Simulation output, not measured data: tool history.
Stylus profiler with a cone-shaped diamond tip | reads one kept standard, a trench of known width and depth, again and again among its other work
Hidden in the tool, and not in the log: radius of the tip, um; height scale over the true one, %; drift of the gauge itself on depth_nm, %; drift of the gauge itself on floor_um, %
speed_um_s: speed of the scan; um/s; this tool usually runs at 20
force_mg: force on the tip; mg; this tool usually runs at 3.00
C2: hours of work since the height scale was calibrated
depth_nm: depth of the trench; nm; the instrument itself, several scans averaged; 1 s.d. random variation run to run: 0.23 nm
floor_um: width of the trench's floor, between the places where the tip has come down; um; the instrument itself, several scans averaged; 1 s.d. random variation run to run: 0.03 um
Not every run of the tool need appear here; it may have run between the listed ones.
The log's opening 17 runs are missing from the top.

run 18 hour=1405.7 | speed_um_s=20 force_mg=3.00 | scans_with_this_tip=6987 C2=473 | depth_nm=1014.44 floor_um=20.61
run 19 hour=1501.4 | speed_um_s=20 force_mg=3.00 | scans_with_this_tip=7782 C2=527 | depth_nm=1014.31 floor_um=20.37
run 20 hour=1599.5 | speed_um_s=7 force_mg=3.00 | scans_with_this_tip=8597 C2=582 | depth_nm=1015.16 floor_um=20.16
run 21 hour=1668.9 | speed_um_s=20 force_mg=3.00 | scans_with_this_tip=9173 C2=621 | depth_nm=1014.55 floor_um=19.85
run 22 hour=1732.1 | speed_um_s=20 force_mg=3.00 | scans_with_this_tip=9697 C2=657 | depth_nm=1014.57 floor_um=19.67
run 23 hour=1778.8 | speed_um_s=20 force_mg=5.70 | scans_with_this_tip=10086 C2=683 | depth_nm=1021.22 floor_um=19.57
run 24 hour=1837.0 | speed_um_s=20 force_mg=5.70 | scans_with_this_tip=10569 C2=716 | depth_nm=1021.48 floor_um=19.39
run 25 hour=1922.0 | speed_um_s=39 force_mg=3.00 | scans_with_this_tip=11275 C2=764 | depth_nm=1015.82 floor_um=19.08
-- hour=1936.7 new tip fitted, height scale calibrated
run 26 hour=2016.6 | speed_um_s=63 force_mg=1.05 | scans_with_this_tip=664 C2=45 | depth_nm=1006.07 floor_um=23.29
run 27 hour=2077.5 | speed_um_s=63 force_mg=1.05 | scans_with_this_tip=1170 C2=79 | depth_nm=1006.02 floor_um=23.04
run 28 hour=2191.0 | speed_um_s=20 force_mg=1.33 | scans_with_this_tip=2112 C2=143 | depth_nm=1007.48 floor_um=22.78
run 29 hour=2284.3 | speed_um_s=20 force_mg=1.33 | scans_with_this_tip=2887 C2=195 | depth_nm=1007.52 floor_um=22.41
run 30 hour=2335.8 | speed_um_s=61 force_mg=5.31 | scans_with_this_tip=3314 C2=224 | depth_nm=1018.56 floor_um=22.17
run 31 hour=2397.1 | speed_um_s=22 force_mg=1.14 | scans_with_this_tip=3823 C2=259 | depth_nm=1007.24 floor_um=22.01
run 32 hour=2480.5 | speed_um_s=77 force_mg=2.49 | scans_with_this_tip=4516 C2=306 | depth_nm=1011.88 floor_um=21.53
run 33 hour=2532.3 | speed_um_s=29 force_mg=5.36 | scans_with_this_tip=4946 C2=335 | depth_nm=1019.24 floor_um=21.57
run 34 hour=2620.8 | speed_um_s=29 force_mg=5.36 | scans_with_this_tip=5681 C2=385 | depth_nm=1019.88 floor_um=21.25
run 35 hour=2732.6 | speed_um_s=40 force_mg=5.36 | scans_with_this_tip=6609 C2=448 | depth_nm=1019.54 floor_um=20.81
run 36 hour=2821.1 | speed_um_s=7 force_mg=5.36 | scans_with_this_tip=7345 C2=497 | depth_nm=1020.05 floor_um=20.59

Run 37 is up next; what results do you expect?
run 37 hour=2900.9 | speed_um_s=7 force_mg=5.36 | scans_with_this_tip=8007 C2=542 | depth_nm=? floor_um=?

Run 37 gave depth_nm 1020.21 nm, floor_um 20.41 um.
Minus the tool's unlogged condition, the same run would have read depth_nm 1018.11 nm, floor_um 24.01 um.
